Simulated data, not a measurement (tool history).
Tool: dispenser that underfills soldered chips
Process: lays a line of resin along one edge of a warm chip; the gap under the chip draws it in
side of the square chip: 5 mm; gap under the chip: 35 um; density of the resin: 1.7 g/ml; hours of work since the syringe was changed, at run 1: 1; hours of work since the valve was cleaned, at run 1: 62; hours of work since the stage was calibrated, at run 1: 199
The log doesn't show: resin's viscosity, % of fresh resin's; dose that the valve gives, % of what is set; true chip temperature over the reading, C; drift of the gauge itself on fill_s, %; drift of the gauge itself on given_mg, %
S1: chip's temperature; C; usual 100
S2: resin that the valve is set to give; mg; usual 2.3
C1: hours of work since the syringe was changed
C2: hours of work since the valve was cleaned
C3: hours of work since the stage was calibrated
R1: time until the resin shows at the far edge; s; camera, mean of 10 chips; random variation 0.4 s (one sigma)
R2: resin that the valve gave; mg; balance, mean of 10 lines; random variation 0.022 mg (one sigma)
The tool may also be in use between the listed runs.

run,hour,S1,S2,C1,C2,C3,R1,R2
1,0,100,2.3,1,62,199,28,2.17
# hour 9.6: new syringe of resin
2,11.5,100,2.19,2,70,208,29.3,2.05
# hour 18.8: dispensing valve cleaned and set on the balance
# hour 21.1: new syringe of resin
3,21.1,100,2.19,0,2,214,27.4,2.19
4,29.2,100,2.19,6,8,221,35.4,2.21
# hour 31.4: new syringe of resin
# hour 41.8: new syringe of resin
5,41.8,100,2.19,0,17,230,28.1,2.14
# hour 52.4: new syringe of resin
6,52.5,100,2.19,0,25,238,28.2,2.15
7,61.1,100,2.19,7,32,245,36.4,2.14
# hour 63.2: new syringe of resin
# hour 73.2: new syringe of resin
8,74,100,2.19,1,42,254,28.7,2.14
# hour 83.5: new syringe of resin
9,85.7,100,2.3,2,50,263,30.1,2.2
# hour 93.6: new syringe of resin
10,94.6,100,2.3,1,57,270,28.7,2.19
11,102.6,91,2.72,7,63,276,49.8,2.57
# hour 103.7: new syringe of resin
# hour 113.8: new syringe of resin
12,113.8,109,2.26,0,72,284,20.5,2.09
# hour 119.6: dispensing valve cleaned and set on the balance
13,122.8,108,2.92,6,2,291,27,2.92
# hour 124.6: new syringe of resin
14,128.6,105,2.92,3,7,295,26.3,2.95
# hour 134.7: new syringe of resin
15,140,100,2.12,4,15,304,33.1,2.13
# hour 145.1: new syringe of resin
16,150.9,100,2.12,4,24,312,33.4,2.08
# hour 155.4: new syringe of resin
# hour 156.4: stage's temperature calibrated
17,160.7,104,2.34,3,30,3,26.8,2.28
# hour 166.5: new syringe of resin
18,170.1,112,2.72,3,37,10,21,2.65
# hour 176.3: new syringe of resin
19,180.1,100,2.72,3,45,18,29.5,2.61
# hour 186.3: new syringe of resin
20,189.6,112,2.97,3,52,25,20.1,2.83

3 ways to go on from here, each from the tool as it stands after run 20. What would each give?
A,195.8,108,2.79,7,57,30,?,?
B,195.8,89,2.61,7,57,30,?,?
C,195.8,112,2.51,7,57,30,?,?

run,R1,R2
A,27.4,2.64
B,49.6,2.53
C,24.9,2.37
Without the tool's hidden state the same runs would have given:
run,R1,R2
A,20.8,2.77
B,37.7,2.66
C,19.1,2.49
